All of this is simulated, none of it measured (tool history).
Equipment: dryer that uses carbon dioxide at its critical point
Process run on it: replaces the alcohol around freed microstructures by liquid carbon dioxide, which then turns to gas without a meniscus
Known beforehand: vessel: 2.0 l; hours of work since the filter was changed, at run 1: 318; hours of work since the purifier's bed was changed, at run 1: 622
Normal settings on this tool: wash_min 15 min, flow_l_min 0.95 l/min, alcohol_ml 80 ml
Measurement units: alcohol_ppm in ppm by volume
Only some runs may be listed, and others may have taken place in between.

run,hour,wash_min,flow_l_min,alcohol_ml,hours of work since the filter was changed,hours of work since the purifier's bed was changed,alcohol_ppm
1,0,15,0.95,80,318,622,61
# hour 16.6: inlet filter changed
2,24.4,15,0.95,80,5,636,50
3,52.8,15,0.95,80,22,654,56
4,69.1,15,0.95,80,32,664,64
5,87.6,15,0.95,80,43,675,59
6,104.1,15,0.95,46,53,685,49
7,139.9,15,0.95,46,75,707,47
8,174.4,15,0.95,46,96,728,49
9,212.3,15,0.95,46,119,751,54
10,235.8,15,0.95,46,133,765,45
11,262.6,12,0.647,46,150,781,572
12,285.1,12,0.647,46,163,795,586
13,317,19,0.875,52,183,815,26
14,350.1,21,0.95,80,203,835,28
15,389.7,21,0.95,80,227,859,29
16,429.2,13,1.335,28,251,883,31
17,462.2,16,1.521,29,271,903,20
18,497.4,10,1.445,98,293,924,78
19,527.1,22,1.445,116,311,942,30

Below are 4 alternative next runs, each starting from the tool's condition after run 19. Predict each:
# hour 554: inlet filter changed
A,564.6,14,0.621,80,6,965,?
# hour 554: inlet filter changed
B,564.6,21,0.869,26,6,965,?
# hour 554: inlet filter changed
C,564.6,10,0.875,119,6,965,?
# hour 554: inlet filter changed
D,564.6,19,1.023,89,6,965,?

run,alcohol_ppm
A,607
B,21
C,828
D,34
Without the tool's unlogged condition, the same runs would have read:
run,alcohol_ppm
A,574
B,0
C,791
D,12

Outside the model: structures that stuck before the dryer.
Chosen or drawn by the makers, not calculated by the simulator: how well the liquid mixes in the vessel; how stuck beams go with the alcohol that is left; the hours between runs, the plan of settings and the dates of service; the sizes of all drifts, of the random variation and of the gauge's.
